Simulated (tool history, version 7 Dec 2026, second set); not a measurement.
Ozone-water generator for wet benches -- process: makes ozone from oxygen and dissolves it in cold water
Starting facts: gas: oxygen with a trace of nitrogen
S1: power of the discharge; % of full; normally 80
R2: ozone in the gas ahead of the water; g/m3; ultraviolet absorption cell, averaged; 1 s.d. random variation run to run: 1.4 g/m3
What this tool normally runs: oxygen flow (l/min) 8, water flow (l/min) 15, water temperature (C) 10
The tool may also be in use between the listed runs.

{"run": 1, "hour": 0.0, "S1": 80, "oxygen flow (l/min)": 8, "water flow (l/min)": 15, "water temperature (C)": 10, "dissolved ozone (ppm)": 30.5, "R2": 229.2}
{"run": 2, "hour": 166.9, "S1": 80, "oxygen flow (l/min)": 8, "water flow (l/min)": 10, "water temperature (C)": 10, "dissolved ozone (ppm)": 38.7, "R2": 230}
{"run": 3, "hour": 266.4, "S1": 80, "oxygen flow (l/min)": 8, "water flow (l/min)": 10, "water temperature (C)": 10, "dissolved ozone (ppm)": 38.5, "R2": 227.4}
{"run": 4, "hour": 454.8, "S1": 81, "oxygen flow (l/min)": 8, "water flow (l/min)": 15, "water temperature (C)": 10, "dissolved ozone (ppm)": 30.7, "R2": 228.5}
{"run": 5, "hour": 577.1, "S1": 81, "oxygen flow (l/min)": 8, "water flow (l/min)": 15, "water temperature (C)": 10, "dissolved ozone (ppm)": 30.1, "R2": 229.3}
{"run": 6, "hour": 727.7, "S1": 80, "oxygen flow (l/min)": 8, "water flow (l/min)": 15, "water temperature (C)": 9, "dissolved ozone (ppm)": 30.5, "R2": 225.8}
{"run": 7, "hour": 884.0, "S1": 80, "oxygen flow (l/min)": 8, "water flow (l/min)": 15, "water temperature (C)": 9, "dissolved ozone (ppm)": 30.3, "R2": 224}
{"run": 8, "hour": 1012.4, "S1": 80, "oxygen flow (l/min)": 8, "water flow (l/min)": 9, "water temperature (C)": 10, "dissolved ozone (ppm)": 39.7, "R2": 223.6}
{"run": 9, "hour": 1187.3, "S1": 80, "oxygen flow (l/min)": 8, "water flow (l/min)": 9, "water temperature (C)": 10, "dissolved ozone (ppm)": 39.9, "R2": 222.8}
{"run": 10, "hour": 1376.0, "S1": 80, "oxygen flow (l/min)": 8, "water flow (l/min)": 22, "water temperature (C)": 10, "dissolved ozone (ppm)": 22.5, "R2": 223.2}
{"run": 11, "hour": 1465.1, "S1": 80, "oxygen flow (l/min)": 8, "water flow (l/min)": 22, "water temperature (C)": 10, "dissolved ozone (ppm)": 22.5, "R2": 223.7}
{"run": 12, "hour": 1589.1, "S1": 80, "oxygen flow (l/min)": 8, "water flow (l/min)": 22, "water temperature (C)": 10, "dissolved ozone (ppm)": 22.6, "R2": 222.9}
{"hour": 1643.7, "done": "water thermometer calibrated"}
{"run": 13, "hour": 1694.5, "S1": 80, "oxygen flow (l/min)": 8, "water flow (l/min)": 22, "water temperature (C)": 10, "dissolved ozone (ppm)": 22.6, "R2": 219.9}
{"run": 14, "hour": 1872.4, "S1": 80, "oxygen flow (l/min)": 5.1, "water flow (l/min)": 15, "water temperature (C)": 11, "dissolved ozone (ppm)": 27.8, "R2": 264.8}
{"run": 15, "hour": 1993.3, "S1": 95, "oxygen flow (l/min)": 5.29, "water flow (l/min)": 10, "water temperature (C)": 7, "dissolved ozone (ppm)": 43.8, "R2": 291}
{"run": 16, "hour": 2084.8, "S1": 95, "oxygen flow (l/min)": 5.29, "water flow (l/min)": 10, "water temperature (C)": 7, "dissolved ozone (ppm)": 43.4, "R2": 289.9}
{"run": 17, "hour": 2168.3, "S1": 41, "oxygen flow (l/min)": 8, "water flow (l/min)": 15, "water temperature (C)": 7, "dissolved ozone (ppm)": 20.8, "R2": 151}
{"run": 18, "hour": 2344.6, "S1": 63, "oxygen flow (l/min)": 5.04, "water flow (l/min)": 16, "water temperature (C)": 13, "dissolved ozone (ppm)": 22.3, "R2": 230.1}
{"run": 19, "hour": 2452.8, "S1": 63, "oxygen flow (l/min)": 5.04, "water flow (l/min)": 16, "water temperature (C)": 13, "dissolved ozone (ppm)": 22, "R2": 231.1}
{"run": 20, "hour": 2576.6, "S1": 80, "oxygen flow (l/min)": 8, "water flow (l/min)": 22, "water temperature (C)": 10, "dissolved ozone (ppm)": 21.7, "R2": 216.6}
{"run": 21, "hour": 2677.2, "S1": 80, "oxygen flow (l/min)": 8, "water flow (l/min)": 10, "water temperature (C)": 10, "dissolved ozone (ppm)": 36.4, "R2": 216.5}
{"run": 22, "hour": 2782.8, "S1": 80, "oxygen flow (l/min)": 8.71, "water flow (l/min)": 17, "water temperature (C)": 10, "dissolved ozone (ppm)": 26.4, "R2": 211}
{"run": 23, "hour": 2942.4, "S1": 80, "oxygen flow (l/min)": 8, "water flow (l/min)": 20, "water temperature (C)": 8, "dissolved ozone (ppm)": 24.2, "R2": 216.3}
{"run": 24, "hour": 3030.0, "S1": 79, "oxygen flow (l/min)": 9.68, "water flow (l/min)": 12, "water temperature (C)": 7, "dissolved ozone (ppm)": 34.2, "R2": 198.6}
{"run": 25, "hour": 3155.2, "S1": 79, "oxygen flow (l/min)": 9.68, "water flow (l/min)": 12, "water temperature (C)": 7, "dissolved ozone (ppm)": 33.5, "R2": 196.9}

Below are 5 alternative next runs, each starting from the tool's condition after run 25. Predict each:
{"run": "A", "hour": 3329.6, "S1": 87, "oxygen flow (l/min)": 8, "water flow (l/min)": 15, "water temperature (C)": 15, "dissolved ozone (ppm)": "?", "R2": "?"}
{"run": "B", "hour": 3329.6, "S1": 65, "oxygen flow (l/min)": 8, "water flow (l/min)": 15, "water temperature (C)": 14, "dissolved ozone (ppm)": "?", "R2": "?"}
{"run": "C", "hour": 3329.6, "S1": 80, "oxygen flow (l/min)": 8, "water flow (l/min)": 23, "water temperature (C)": 12, "dissolved ozone (ppm)": "?", "R2": "?"}
{"run": "D", "hour": 3329.6, "S1": 80, "oxygen flow (l/min)": 8, "water flow (l/min)": 10, "water temperature (C)": 10, "dissolved ozone (ppm)": "?", "R2": "?"}
{"run": "E", "hour": 3329.6, "S1": 80, "oxygen flow (l/min)": 4.88, "water flow (l/min)": 15, "water temperature (C)": 15, "dissolved ozone (ppm)": "?", "R2": "?"}

run=A dissolved_ozone_(ppm)=27 R2=224.9
run=B dissolved_ozone_(ppm)=23.3 R2=192.7
run=C dissolved_ozone_(ppm)=20.4 R2=213.7
run=D dissolved_ozone_(ppm)=35.1 R2=213.8
run=E dissolved_ozone_(ppm)=24.8 R2=262.1
With no hidden state in the tool, these same runs would have given:
run=A dissolved_ozone_(ppm)=34.1 R2=274.9
run=B dissolved_ozone_(ppm)=28.5 R2=228.1
run=C dissolved_ozone_(ppm)=25.5 R2=258.9
run=D dissolved_ozone_(ppm)=43.9 R2=258.9
run=E dissolved_ozone_(ppm)=31.1 R2=317.6
